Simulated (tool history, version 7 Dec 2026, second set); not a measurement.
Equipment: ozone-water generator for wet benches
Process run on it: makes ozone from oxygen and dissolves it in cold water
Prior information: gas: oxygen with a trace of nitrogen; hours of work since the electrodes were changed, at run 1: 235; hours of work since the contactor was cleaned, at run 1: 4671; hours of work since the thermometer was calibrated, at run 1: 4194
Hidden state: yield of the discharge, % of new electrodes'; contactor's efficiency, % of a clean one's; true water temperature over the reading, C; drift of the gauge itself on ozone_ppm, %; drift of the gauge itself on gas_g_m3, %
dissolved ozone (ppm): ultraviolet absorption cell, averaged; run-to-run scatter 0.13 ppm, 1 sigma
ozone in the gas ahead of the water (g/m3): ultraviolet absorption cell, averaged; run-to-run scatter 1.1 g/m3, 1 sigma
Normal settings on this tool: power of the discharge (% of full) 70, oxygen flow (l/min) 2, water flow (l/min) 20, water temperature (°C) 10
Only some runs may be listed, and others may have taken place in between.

run,day,power of the discharge (% of full),oxygen flow (l/min),water flow (l/min),water temperature (°C),hours of work since the electrodes were changed,hours of work since the contactor was cleaned,hours of work since the thermometer was calibrated,dissolved ozone (ppm),ozone in the gas ahead of the water (g/m3)
1,0,70,2,20,10,235,4671,4194,11.9,186.8
2,2.067,70,2,20,10,268,4704,4227,11.7,185.2
3,4.204,70,2,20,10,303,4739,4262,11.5,185.9
4,5.725,70,2,20,10,327,4763,4286,11.8,185.8
5,7.592,70,2,20,10,358,4794,4317,11.9,185.3
6,9.117,70,2,20,10,382,4818,4341,11.7,185.9
7,10.521,70,2,20,11,405,4841,4364,11.7,184.6
8,12.088,70,1.33,20,10,430,4866,4389,10,215.6
9,13.042,70,1.33,20,10,446,4882,4405,9.8,216.1
10,14.792,70,1.08,20,10,474,4910,4433,8.9,234.3
11,15.704,70,1.08,20,10,489,4925,4448,8.7,233.9
12,17.312,79,1.08,20,10,515,4951,4474,9.8,262.9
13,18.458,79,1.08,20,10,533,4969,4492,10,259.5
14,20.496,70,2,20,10,566,5002,4525,11.9,185
15,22.583,70,2,20,10,600,5036,4559,11.6,185.1
16,24.362,70,2,20,10,628,5065,4588,11.7,185.5
17,25.554,70,2,20,10,648,5084,4607,11.7,184.7
18,26.675,70,1.47,18,10,666,5102,4625,11.2,209.8
19,28.3,74,2,20,10,692,5128,4651,12.3,192.7
20,29.996,48,2,20,12,719,5155,4678,8.2,130.6
21,32.179,45,2,19,6,755,5191,4714,8.5,123.6
22,34.029,70,2,16,10,785,5221,4744,14.6,184.7
23,36.129,70,2,16,10,818,5255,4778,14.5,183.4
# day 37.092: water thermometer calibrated
24,37.558,70,3.08,20,10,841,5277,8,13.8,158.9
25,39.667,83,2.61,20,13,875,5311,42,14.7,194
26,41.483,88,1.23,20,10,905,5341,71,11.4,272.1
27,42.517,94,1.2,20,15,921,5357,88,11.7,289.6
28,43.588,94,2.36,20,7,939,5375,105,16.7,224.2
29,45.058,57,1.03,18,12,962,5398,129,7.9,196.8
30,47.262,52,1.03,22,14,998,5434,164,5.8,179.1
31,48.658,52,1.03,22,14,1020,5457,187,5.7,181.4
32,50.667,70,3.38,20,7,1053,5489,219,14.6,150.4

Forecast each of these 5 alternatives for the next run:
A,52.725,83,1.43,20,6,1086,5522,252,?,?
B,52.725,43,3.38,20,7,1086,5522,252,?,?
C,52.725,70,1.39,20,10,1086,5522,252,?,?
D,52.725,70,3.35,20,7,1086,5522,252,?,?
E,52.725,70,1.25,20,7,1086,5522,252,?,?

run,dissolved ozone (ppm),ozone in the gas ahead of the water (g/m3)
A,11.8,241.8
B,9.2,97.1
C,9.8,209.9
D,14.7,150.4
E,9.4,218.9
Had the tool no hidden state, the same runs would have come out as:
run,dissolved ozone (ppm),ozone in the gas ahead of the water (g/m3)
A,12.8,249.5
B,9.8,98.6
C,10.6,215.7
D,15.9,154.5
E,10.2,224.9
